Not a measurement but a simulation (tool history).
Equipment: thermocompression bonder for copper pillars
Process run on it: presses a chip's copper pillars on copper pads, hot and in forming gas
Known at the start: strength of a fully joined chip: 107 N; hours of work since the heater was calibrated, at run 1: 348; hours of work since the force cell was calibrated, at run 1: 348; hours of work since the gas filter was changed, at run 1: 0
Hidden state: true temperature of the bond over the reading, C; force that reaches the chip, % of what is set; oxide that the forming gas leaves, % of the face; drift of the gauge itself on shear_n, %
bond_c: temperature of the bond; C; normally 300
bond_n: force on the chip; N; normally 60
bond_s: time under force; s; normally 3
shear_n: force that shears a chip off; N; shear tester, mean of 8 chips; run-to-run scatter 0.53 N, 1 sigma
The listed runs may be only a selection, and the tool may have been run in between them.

run   hour  bond_c  bond_n  bond_s  hours of work since the heater was calibrated  hours of work since the force cell was calibrated  hours of work since the gas filter was changed  shear_n
  1      0     300      60       3                                            348                                                348                                               0     68.7
  2   21.7     300      58       3                                            366                                                366                                              17     67.3
  3   60.9     293      60       3                                            397                                                397                                              48     65.6
  4   87.2     293      60       3                                            417                                                417                                              69     65.5
  5  110.8     327      60       3                                            436                                                436                                              88       82
  6  139.2     327      60       3                                            459                                                459                                             110     81.1
  7    174     327      60       3                                            486                                                486                                             138       81
  8    201     327      60       3                                            508                                                508                                             159     81.3
  9  248.5     327      60       3                                            545                                                545                                             197     81.5
 10  269.6     327      60       3                                            562                                                562                                             214     82.4
 11  314.3     327      60       3                                            597                                                597                                             249     81.1
 12  357.9     300      89       9                                            632                                                632                                             284     98.4

What does the tool deliver on the next run?
 13  406.5     300      89       2                                            670                                                670                                             322        ?

Run 13 measured shear_n 80.6 N.
With the hidden condition absent and the run-to-run variation left alone, this run would have shown shear_n 80 N.
